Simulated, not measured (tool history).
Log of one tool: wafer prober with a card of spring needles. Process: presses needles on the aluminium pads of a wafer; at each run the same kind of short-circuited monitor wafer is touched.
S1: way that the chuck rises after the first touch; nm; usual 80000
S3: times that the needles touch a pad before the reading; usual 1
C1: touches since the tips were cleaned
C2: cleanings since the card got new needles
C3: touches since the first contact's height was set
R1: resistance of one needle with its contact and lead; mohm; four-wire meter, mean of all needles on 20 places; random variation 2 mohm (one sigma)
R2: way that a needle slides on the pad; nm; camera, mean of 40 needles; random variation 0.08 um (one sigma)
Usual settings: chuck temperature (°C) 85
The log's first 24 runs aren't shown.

-- hour=156.8 tips cleaned on abrasive film
run 25 hour=162.6 | S1=100000 chuck_temperature_(°C)=47 S3=2 | C1=4420 C2=38 C3=76646 | R1=220 R2=19640
-- hour=166.0 tips cleaned on abrasive film
run 26 hour=168.9 | S1=86000 chuck_temperature_(°C)=74 S3=2 | C1=2183 C2=39 C3=81284 | R1=229 R2=16820
-- hour=175.5 tips cleaned on abrasive film
run 27 hour=176.8 | S1=98000 chuck_temperature_(°C)=94 S3=3 | C1=1010 C2=40 C3=87241 | R1=223 R2=19120
-- hour=184.5 tips cleaned on abrasive film
run 28 hour=184.5 | S1=98000 chuck_temperature_(°C)=27 S3=1 | C1=0 C2=41 C3=92978 | R1=207 R2=19190
run 29 hour=193.0 | S1=77000 chuck_temperature_(°C)=81 S3=1 | C1=6468 C2=41 C3=99446 | R1=244 R2=14930
-- hour=193.5 tips cleaned on abrasive film
run 30 hour=200.1 | S1=62000 chuck_temperature_(°C)=64 S3=2 | C1=5014 C2=42 C3=104783 | R1=232 R2=12090
-- hour=202.3 tips cleaned on abrasive film
run 31 hour=205.4 | S1=84000 chuck_temperature_(°C)=44 S3=2 | C1=2357 C2=43 C3=108711 | R1=220 R2=16470
-- hour=211.3 tips cleaned on abrasive film
run 32 hour=212.4 | S1=66000 chuck_temperature_(°C)=52 S3=1 | C1=821 C2=44 C3=113955 | R1=226 R2=12730

5 ways to go on from here, each from the tool as it stands after run 32. What would each give?
-- hour=220.3 tips cleaned on abrasive film
run A hour=220.7 | S1=79000 chuck_temperature_(°C)=85 S3=1 | C1=326 C2=45 C3=120176 | R1=? R2=?
-- hour=220.3 tips cleaned on abrasive film
run B hour=220.7 | S1=92000 chuck_temperature_(°C)=93 S3=2 | C1=326 C2=45 C3=120176 | R1=? R2=?
-- hour=220.3 tips cleaned on abrasive film
run C hour=220.7 | S1=96000 chuck_temperature_(°C)=85 S3=2 | C1=326 C2=45 C3=120176 | R1=? R2=?
-- hour=220.3 tips cleaned on abrasive film
run D hour=220.7 | S1=80000 chuck_temperature_(°C)=85 S3=2 | C1=326 C2=45 C3=120176 | R1=? R2=?
-- hour=220.3 tips cleaned on abrasive film
run E hour=220.7 | S1=80000 chuck_temperature_(°C)=85 S3=1 | C1=326 C2=45 C3=120176 | R1=? R2=?

run=A R1=227 R2=15250
run=B R1=225 R2=17960
run=C R1=224 R2=18660
run=D R1=224 R2=15580
run=E R1=225 R2=15630
Without the tool's hidden state the same runs would have given:
run=A R1=221 R2=15620
run=B R1=222 R2=18330
run=C R1=221 R2=19040
run=D R1=220 R2=15950
run=E R1=219 R2=16000

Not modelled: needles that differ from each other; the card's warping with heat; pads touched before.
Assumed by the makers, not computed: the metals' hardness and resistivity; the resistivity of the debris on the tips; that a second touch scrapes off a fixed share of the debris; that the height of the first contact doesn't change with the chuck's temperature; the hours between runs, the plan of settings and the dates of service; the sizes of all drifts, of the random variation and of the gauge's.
